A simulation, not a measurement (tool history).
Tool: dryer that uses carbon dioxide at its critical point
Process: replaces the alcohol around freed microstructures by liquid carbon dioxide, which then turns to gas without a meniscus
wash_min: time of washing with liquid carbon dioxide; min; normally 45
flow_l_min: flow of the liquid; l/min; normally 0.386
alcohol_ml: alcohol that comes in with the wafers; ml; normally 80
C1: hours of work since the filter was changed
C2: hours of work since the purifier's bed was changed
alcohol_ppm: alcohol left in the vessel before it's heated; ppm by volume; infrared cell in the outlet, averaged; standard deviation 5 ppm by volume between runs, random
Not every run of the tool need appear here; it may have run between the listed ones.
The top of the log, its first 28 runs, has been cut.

Run 29, hour 189.4: usual settings but wash_min 65 min, flow_l_min 0.274 l/min, alcohol_ml 21 ml; C1 83; C2 148. Result: alcohol_ppm 16 ppm by volume.
Run 30, hour 194.5: usual settings but wash_min 31 min, flow_l_min 0.633 l/min, alcohol_ml 70 ml; C1 85; C2 151. Result: alcohol_ppm 18 ppm by volume.
Run 31, hour 201.8: usual settings but wash_min 31 min, flow_l_min 0.633 l/min, alcohol_ml 70 ml; C1 89; C2 154. Result: alcohol_ppm 13 ppm by volume.
Run 32, hour 209.0: usual settings but wash_min 52 min, flow_l_min 0.353 l/min; C1 93; C2 158. Result: alcohol_ppm 23 ppm by volume.
Run 33, hour 215.3: usual settings but wash_min 52 min, flow_l_min 0.353 l/min; C1 96; C2 161. Result: alcohol_ppm 16 ppm by volume.
Run 34, hour 223.6: usual settings but wash_min 52 min, flow_l_min 0.353 l/min; C1 100; C2 166. Result: alcohol_ppm 25 ppm by volume.
Run 35, hour 229.5: usual settings but wash_min 36 min, flow_l_min 0.266 l/min, alcohol_ml 31 ml; C1 103; C2 168. Result: alcohol_ppm 203 ppm by volume.
Run 36, hour 237.4: usual settings but wash_min 29 min, flow_l_min 0.574 l/min, alcohol_ml 37 ml; C1 107; C2 172. Result: alcohol_ppm 29 ppm by volume.
Run 37, hour 244.7: usual settings but alcohol_ml 33 ml; C1 111; C2 176. Result: alcohol_ppm 21 ppm by volume.
Run 38, hour 252.6: usual settings but flow_l_min 0.598 l/min, alcohol_ml 60 ml; C1 115; C2 180. Result: alcohol_ppm 23 ppm by volume.
Run 39, hour 259.7: usual settings but wash_min 40 min, flow_l_min 0.412 l/min, alcohol_ml 73 ml; C1 118; C2 184. Result: alcohol_ppm 34 ppm by volume.
Run 40, hour 264.7: usual settings but wash_min 64 min, alcohol_ml 33 ml; C1 121; C2 186. Result: alcohol_ppm 12 ppm by volume.
Run 41, hour 272.8: usual settings but wash_min 55 min, flow_l_min 0.454 l/min, alcohol_ml 25 ml; C1 125; C2 190. Result: alcohol_ppm 8 ppm by volume.
Run 42, hour 278.8: usual settings but wash_min 62 min, flow_l_min 0.425 l/min, alcohol_ml 36 ml; C1 128; C2 193. Result: alcohol_ppm 19 ppm by volume.
Run 43, hour 286.0: usual settings but wash_min 29 min, flow_l_min 0.334 l/min, alcohol_ml 110 ml; C1 132; C2 197. Result: alcohol_ppm 621 ppm by volume.
Run 44, hour 290.9: usual settings but wash_min 29 min, flow_l_min 0.334 l/min, alcohol_ml 110 ml; C1 134; C2 200. Result: alcohol_ppm 660 ppm by volume.
Run 45, hour 300.0: usual settings but wash_min 29 min, flow_l_min 0.334 l/min, alcohol_ml 110 ml; C1 139; C2 204. Result: alcohol_ppm 644 ppm by volume.
Run 46, hour 309.3: usual settings but wash_min 34 min, flow_l_min 0.418 l/min, alcohol_ml 39 ml; C1 143; C2 209. Result: alcohol_ppm 40 ppm by volume.
Run 47, hour 317.9: usual settings but wash_min 30 min, flow_l_min 0.623 l/min, alcohol_ml 52 ml; C1 148; C2 213. Result: alcohol_ppm 21 ppm by volume.

Below are 3 alternative next runs, each starting from the tool's condition after run 47. Predict each:
Run A, hour 324.0: usual settings but wash_min 30 min, flow_l_min 0.236 l/min, alcohol_ml 52 ml; C1 151; C2 216. Result: alcohol_ppm ?.
Run B, hour 324.0: usual settings but wash_min 30 min, flow_l_min 0.623 l/min, alcohol_ml 89 ml; C1 151; C2 216. Result: alcohol_ppm ?.
Run C, hour 324.0: usual settings but wash_min 36 min, flow_l_min 0.464 l/min, alcohol_ml 24 ml; C1 151; C2 216. Result: alcohol_ppm ?.

run  alcohol_ppm
  A         1112
  B           20
  C           20
The same runs, with their run-to-run variation unchanged, on a tool lacking any hidden condition would have given:
run  alcohol_ppm
  A          944
  B            5
  C            5
